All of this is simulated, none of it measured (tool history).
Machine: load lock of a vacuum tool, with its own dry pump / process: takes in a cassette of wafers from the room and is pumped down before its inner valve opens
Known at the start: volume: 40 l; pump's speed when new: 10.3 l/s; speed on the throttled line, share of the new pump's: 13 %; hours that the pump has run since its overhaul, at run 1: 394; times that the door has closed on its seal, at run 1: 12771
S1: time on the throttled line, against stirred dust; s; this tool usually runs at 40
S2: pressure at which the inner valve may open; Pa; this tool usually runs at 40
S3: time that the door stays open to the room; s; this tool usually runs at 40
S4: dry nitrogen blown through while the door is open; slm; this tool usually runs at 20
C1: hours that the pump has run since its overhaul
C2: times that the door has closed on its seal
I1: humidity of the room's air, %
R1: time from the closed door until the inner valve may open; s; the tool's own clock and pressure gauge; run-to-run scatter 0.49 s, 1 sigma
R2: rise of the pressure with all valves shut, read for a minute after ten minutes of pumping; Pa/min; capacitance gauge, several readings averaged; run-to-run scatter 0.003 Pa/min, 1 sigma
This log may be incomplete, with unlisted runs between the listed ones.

run	hour	S1	S2	S3	S4	C1	C2	I1	R1	R2
1	0.0	40	40	40	20	394	12771	46.0	66.2	0.222
2	65.0	40	39	40	20	459	13000	43.0	66.0	0.232
3	140.2	40	39	40	20	534	13264	47.2	65.7	0.235
4	186.4	40	70	40	20	580	13427	49.0	64.1	0.240
5	239.4	40	70	40	20	633	13613	44.9	63.8	0.243
6	290.8	40	40	40	20	684	13794	46.6	66.6	0.247
7	375.0	40	40	50	20	769	14090	42.4	66.1	0.251
8	416.3	40	40	50	20	810	14235	43.2	66.5	0.258
9	457.2	40	40	50	20	851	14379	41.9	66.3	0.268
10	505.8	40	40	40	20	899	14549	45.7	66.9	0.267
11	598.1	40	40	40	20	992	14874	43.3	66.2	0.265
12	650.2	40	40	40	20	1044	15057	46.2	65.5	0.278
13	704.7	40	40	40	39	1098	15249	45.1	66.2	0.265
14	772.1	23	42	121	13	1166	15486	46.0	51.9	0.319
15	811.7	25	40	40	20	1205	15625	43.8	52.5	0.291
16	867.5	25	40	40	20	1261	15821	43.8	53.6	0.284
17	913.3	36	69	150	10	1307	15982	42.5	61.7	0.336
18	980.7	69	29	42	4	1374	16219	45.0	93.1	0.320
19	1046.6	69	29	42	4	1440	16450	42.0	93.0	0.328
20	1090.2	40	71	57	10	1484	16604	45.7	65.0	0.325
21	1140.5	40	71	57	10	1534	16781	39.1	64.6	0.322
22	1190.1	27	40	36	20	1584	16955	48.0	55.3	0.324
23	1280.5	21	40	111	8	1674	17273	43.2	50.3	0.359
24	1363.3	21	40	111	8	1757	17564	50.1	50.9	0.384
25	1429.3	40	38	88	20	1823	17796	45.8	67.1	0.358
26	1482.5	28	40	40	37	1876	17983	45.1	56.9	0.333

What if the next run were any one of these 4? Each begins from the tool's condition after run 26:
A	1571.5	40	47	40	32	1965	18296	45.4	?	?
B	1571.5	35	40	107	37	1965	18296	45.7	?	?
C	1571.5	28	40	40	16	1965	18296	41.7	?	?
D	1571.5	28	40	40	6	1965	18296	44.2	?	?

run	R1	R2
A	67.0	0.358
B	63.8	0.366
C	57.3	0.353
D	57.0	0.374
With no hidden state in the tool, these same runs would have given:
run	R1	R2
A	65.4	0.043
B	62.0	0.059
C	55.5	0.052
D	55.2	0.064
